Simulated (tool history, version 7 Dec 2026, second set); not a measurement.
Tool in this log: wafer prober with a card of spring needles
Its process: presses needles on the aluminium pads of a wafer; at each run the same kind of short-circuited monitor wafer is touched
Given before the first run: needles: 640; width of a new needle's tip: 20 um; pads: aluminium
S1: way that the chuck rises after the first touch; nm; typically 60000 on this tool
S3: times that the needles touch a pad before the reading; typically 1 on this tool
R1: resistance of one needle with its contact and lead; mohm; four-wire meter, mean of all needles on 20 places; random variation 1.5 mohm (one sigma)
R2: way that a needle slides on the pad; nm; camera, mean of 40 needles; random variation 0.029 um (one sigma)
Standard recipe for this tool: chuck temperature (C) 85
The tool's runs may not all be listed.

{"run": 1, "hour": 0.0, "S1": 60000, "chuck temperature (C)": 85, "S3": 1, "R1": 145, "R2": 7460}
{"run": 2, "hour": 32.7, "S1": 60000, "chuck temperature (C)": 85, "S3": 1, "R1": 145, "R2": 7490}
{"run": 3, "hour": 48.6, "S1": 60000, "chuck temperature (C)": 85, "S3": 1, "R1": 144, "R2": 7430}
{"run": 4, "hour": 80.8, "S1": 60000, "chuck temperature (C)": 38, "S3": 1, "R1": 136, "R2": 7490}
{"run": 5, "hour": 106.2, "S1": 60000, "chuck temperature (C)": 85, "S3": 1, "R1": 142, "R2": 7430}
{"run": 6, "hour": 131.1, "S1": 60000, "chuck temperature (C)": 85, "S3": 1, "R1": 144, "R2": 7490}
{"run": 7, "hour": 152.1, "S1": 60000, "chuck temperature (C)": 85, "S3": 1, "R1": 142, "R2": 7410}
{"run": 8, "hour": 178.7, "S1": 60000, "chuck temperature (C)": 85, "S3": 1, "R1": 143, "R2": 7480}
{"run": 9, "hour": 206.9, "S1": 60000, "chuck temperature (C)": 85, "S3": 2, "R1": 141, "R2": 7500}
{"run": 10, "hour": 235.6, "S1": 60000, "chuck temperature (C)": 85, "S3": 2, "R1": 144, "R2": 7400}
{"run": 11, "hour": 252.5, "S1": 60000, "chuck temperature (C)": 85, "S3": 2, "R1": 143, "R2": 7440}
{"run": 12, "hour": 269.1, "S1": 60000, "chuck temperature (C)": 85, "S3": 1, "R1": 145, "R2": 7450}
{"run": 13, "hour": 299.1, "S1": 60000, "chuck temperature (C)": 85, "S3": 1, "R1": 142, "R2": 7450}
{"run": 14, "hour": 330.4, "S1": 60000, "chuck temperature (C)": 85, "S3": 1, "R1": 144, "R2": 7420}
{"run": 15, "hour": 344.0, "S1": 60000, "chuck temperature (C)": 85, "S3": 1, "R1": 144, "R2": 7470}
{"run": 16, "hour": 362.3, "S1": 60000, "chuck temperature (C)": 62, "S3": 1, "R1": 139, "R2": 7460}
{"run": 17, "hour": 394.9, "S1": 60000, "chuck temperature (C)": 62, "S3": 1, "R1": 138, "R2": 7490}
{"run": 18, "hour": 415.1, "S1": 43000, "chuck temperature (C)": 81, "S3": 1, "R1": 154, "R2": 5310}
{"run": 19, "hour": 438.6, "S1": 43000, "chuck temperature (C)": 81, "S3": 1, "R1": 152, "R2": 5350}
{"run": 20, "hour": 463.3, "S1": 68000, "chuck temperature (C)": 36, "S3": 1, "R1": 134, "R2": 8430}
{"run": 21, "hour": 493.9, "S1": 60000, "chuck temperature (C)": 93, "S3": 1, "R1": 144, "R2": 7410}
{"run": 22, "hour": 508.8, "S1": 60000, "chuck temperature (C)": 93, "S3": 1, "R1": 144, "R2": 7460}
{"run": 23, "hour": 522.9, "S1": 60000, "chuck temperature (C)": 37, "S3": 1, "R1": 136, "R2": 7480}
{"run": 24, "hour": 549.4, "S1": 60000, "chuck temperature (C)": 33, "S3": 3, "R1": 135, "R2": 7440}
{"run": 25, "hour": 566.6, "S1": 52000, "chuck temperature (C)": 87, "S3": 1, "R1": 151, "R2": 6440}
{"run": 26, "hour": 589.6, "S1": 60000, "chuck temperature (C)": 40, "S3": 3, "R1": 137, "R2": 7430}
{"run": 27, "hour": 610.5, "S1": 60000, "chuck temperature (C)": 38, "S3": 3, "R1": 132, "R2": 7480}
{"run": 28, "hour": 636.3, "S1": 60000, "chuck temperature (C)": 98, "S3": 1, "R1": 143, "R2": 7480}
{"run": 29, "hour": 669.0, "S1": 60000, "chuck temperature (C)": 98, "S3": 1, "R1": 146, "R2": 7430}
{"run": 30, "hour": 692.8, "S1": 55000, "chuck temperature (C)": 73, "S3": 3, "R1": 144, "R2": 6860}
{"run": 31, "hour": 718.7, "S1": 46000, "chuck temperature (C)": 31, "S3": 1, "R1": 143, "R2": 5660}
{"run": 32, "hour": 733.9, "S1": 46000, "chuck temperature (C)": 31, "S3": 1, "R1": 142, "R2": 5710}
{"run": 33, "hour": 765.1, "S1": 56000, "chuck temperature (C)": 31, "S3": 2, "R1": 136, "R2": 6940}

Taken out of this log: 23 entries between the listed runs. Where each belongs, and how the hidden state differs across it:
In the gap between runs 1 and 2: tips cleaned on abrasive film (hour 7.8)
  no hidden state differs between the two runs
In the gap between runs 2 and 3: tips cleaned on abrasive film (hour 43.9)
  debris on the tips, nm: 0.2 -> 0.1
In the gap between runs 3 and 4: tips cleaned on abrasive film (hour 78.8)
  debris on the tips, nm: 0.1 -> 0
In the gap between runs 5 and 6: tips cleaned on abrasive film (hour 114.3)
  debris on the tips, nm: 0.2 -> 0.1
In the gap between runs 6 and 7: tips cleaned on abrasive film (hour 150.3)
  debris on the tips, nm: 0.1 -> 0
In the gap between runs 8 and 9: tips cleaned on abrasive film (hour 187.3)
  debris on the tips, nm: 0.2 -> 0.1
In the gap between runs 9 and 10: tips cleaned on abrasive film (hour 222.2)
  no hidden state differs between the two runs
In the gap between runs 11 and 12: tips cleaned on abrasive film (hour 257.2)
  debris on the tips, nm: 0.2 -> 0.1
In the gap between runs 12 and 13: tips cleaned on abrasive film (hour 292.2)
  no hidden state differs between the two runs
In the gap between runs 13 and 14: tips cleaned on abrasive film (hour 327.5)
  debris on the tips, nm: 0.1 -> 0
In the gap between runs 15 and 16: tips cleaned on abrasive film (hour 362.3)
  debris on the tips, nm: 0.1 -> 0
In the gap between runs 17 and 18: tips cleaned on abrasive film (hour 397.9)
  debris on the tips, nm: 0.2 -> 0.1
In the gap between runs 18 and 19: tips cleaned on abrasive film (hour 434.8)
  no hidden state differs between the two runs
In the gap between runs 20 and 21: tips cleaned on abrasive film (hour 470.8)
  no hidden state differs between the two runs
In the gap between runs 21 and 22: tips cleaned on abrasive film (hour 506.7)
  debris on the tips, nm: 0.2 -> 0
In the gap between runs 23 and 24: tips cleaned on abrasive film (hour 542.9)
  no hidden state differs between the two runs
In the gap between runs 25 and 26: tips cleaned on abrasive film (hour 578.1); height of the first contact set anew (hour 583.1)
  debris on the tips, nm: 0.2 -> 0.1
In the gap between runs 27 and 28: tips cleaned on abrasive film (hour 613.4)
  no hidden state differs between the two runs
In the gap between runs 28 and 29: tips cleaned on abrasive film (hour 648.5)
  no hidden state differs between the two runs
In the gap between runs 29 and 30: tips cleaned on abrasive film (hour 683.7)
  debris on the tips, nm: 0.2 -> 0.1
In the gap between runs 30 and 31: tips cleaned on abrasive film (hour 718.7)
  debris on the tips, nm: 0.1 -> 0
In the gap between runs 32 and 33: tips cleaned on abrasive film (hour 755)
  no hidden state differs between the two runs
